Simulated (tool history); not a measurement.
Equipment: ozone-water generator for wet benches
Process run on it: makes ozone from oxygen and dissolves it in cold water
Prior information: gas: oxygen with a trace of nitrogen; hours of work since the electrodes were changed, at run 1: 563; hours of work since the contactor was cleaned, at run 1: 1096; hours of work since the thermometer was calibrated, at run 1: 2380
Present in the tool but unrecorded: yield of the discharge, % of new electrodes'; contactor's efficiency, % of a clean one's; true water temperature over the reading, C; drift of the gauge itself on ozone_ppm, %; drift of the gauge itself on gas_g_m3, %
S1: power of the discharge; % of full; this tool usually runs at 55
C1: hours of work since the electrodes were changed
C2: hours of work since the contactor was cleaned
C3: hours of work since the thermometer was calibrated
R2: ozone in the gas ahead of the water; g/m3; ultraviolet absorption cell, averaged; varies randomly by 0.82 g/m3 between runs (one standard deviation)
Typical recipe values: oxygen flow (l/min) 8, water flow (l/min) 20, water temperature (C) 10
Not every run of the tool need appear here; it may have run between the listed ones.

run 1 hour=0 | S1=55 oxygen_flow_(l/min)=8 water_flow_(l/min)=20 water_temperature_(C)=10 | C1=563 C2=1096 C3=2380 | dissolved_ozone_(ppm)=22.2 R2=128.8
run 2 hour=208.5 | S1=55 oxygen_flow_(l/min)=8 water_flow_(l/min)=20 water_temperature_(C)=10 | C1=768 C2=1301 C3=2585 | dissolved_ozone_(ppm)=22.3 R2=129.1
run 3 hour=312.6 | S1=55 oxygen_flow_(l/min)=8 water_flow_(l/min)=20 water_temperature_(C)=10 | C1=870 C2=1403 C3=2687 | dissolved_ozone_(ppm)=21.9 R2=128.8
run 4 hour=457 | S1=55 oxygen_flow_(l/min)=8 water_flow_(l/min)=20 water_temperature_(C)=10 | C1=1012 C2=1545 C3=2829 | dissolved_ozone_(ppm)=22.2 R2=128.3
-- hour=640.4 water thermometer calibrated
run 5 hour=683.1 | S1=55 oxygen_flow_(l/min)=8 water_flow_(l/min)=20 water_temperature_(C)=10 | C1=1234 C2=1766 C3=42 | dissolved_ozone_(ppm)=22.2 R2=129.2
run 6 hour=816.4 | S1=55 oxygen_flow_(l/min)=8 water_flow_(l/min)=20 water_temperature_(C)=5 | C1=1365 C2=1897 C3=173 | dissolved_ozone_(ppm)=24.2 R2=128.5

Run 7 has not been measured yet. What should we expect?
run 7 hour=910.8 | S1=55 oxygen_flow_(l/min)=8 water_flow_(l/min)=26 water_temperature_(C)=5 | C1=1458 C2=1990 C3=266 | dissolved_ozone_(ppm)=? R2=?

dissolved ozone (ppm): 19.7
R2: 129.3 g/m3
Had the tool carried no hidden state, the very same run would have given dissolved ozone (ppm) 19.7, R2 129.3 g/m3.

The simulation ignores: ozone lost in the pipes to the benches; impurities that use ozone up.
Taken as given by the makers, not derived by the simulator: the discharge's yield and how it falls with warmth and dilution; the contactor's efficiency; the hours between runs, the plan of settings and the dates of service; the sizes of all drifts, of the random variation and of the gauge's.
